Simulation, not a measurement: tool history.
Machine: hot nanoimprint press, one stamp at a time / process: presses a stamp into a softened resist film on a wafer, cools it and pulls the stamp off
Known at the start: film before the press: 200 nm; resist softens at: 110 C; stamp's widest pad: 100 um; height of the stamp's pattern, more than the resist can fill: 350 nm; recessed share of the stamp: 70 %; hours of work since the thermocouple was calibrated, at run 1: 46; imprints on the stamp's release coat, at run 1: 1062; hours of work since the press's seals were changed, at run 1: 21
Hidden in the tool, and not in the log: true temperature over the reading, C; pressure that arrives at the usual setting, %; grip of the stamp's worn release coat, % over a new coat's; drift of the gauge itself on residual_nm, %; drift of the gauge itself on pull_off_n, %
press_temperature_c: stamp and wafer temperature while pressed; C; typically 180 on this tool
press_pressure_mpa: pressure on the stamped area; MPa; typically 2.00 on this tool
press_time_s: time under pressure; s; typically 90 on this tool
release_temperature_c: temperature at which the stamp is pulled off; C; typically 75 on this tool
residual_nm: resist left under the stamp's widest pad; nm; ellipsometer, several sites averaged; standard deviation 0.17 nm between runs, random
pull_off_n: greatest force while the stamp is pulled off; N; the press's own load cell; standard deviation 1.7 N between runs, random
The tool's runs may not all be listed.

run	hour	press_temperature_c	press_pressure_mpa	press_time_s	release_temperature_c	hours of work since the thermocouple was calibrated	imprints on the stamp's release coat	hours of work since the press's seals were changed	residual_nm	pull_off_n
1	0.0	180	2.00	90	75	46	1062	21	94.4	130
2	27.8	180	2.00	90	75	60	1145	35	94.0	135
3	55.1	180	2.00	90	70	74	1227	49	94.1	144
4	73.2	180	2.00	90	70	84	1281	58	94.0	143
# hour 105.8: stamp cleaned and given a new release coat
5	110.5	180	2.00	90	70	100	14	75	94.0	113
6	129.6	180	2.00	90	61	109	71	84	93.6	127
7	146.9	180	2.00	90	61	118	123	93	93.7	131
8	172.6	180	2.00	90	61	131	199	106	93.4	136
9	199.7	184	1.49	174	73	145	280	120	70.0	115
# hour 205.5: plate thermocouple calibrated
10	222.2	184	1.36	174	73	9	338	130	72.9	116
11	240.3	180	2.25	90	82	18	392	140	87.5	100
12	260.7	180	2.25	90	82	28	453	150	87.6	102
13	289.5	171	2.25	81	69	43	539	165	133.8	125

For run 14, what comes out?
14	321.1	188	2.43	73	69	59	633	181	?	?

residual_nm: 63.0 nm
pull_off_n: 129 N
With the hidden condition absent and the run-to-run variation left alone, this run would have shown residual_nm 65.5 nm, pull_off_n 117 N.
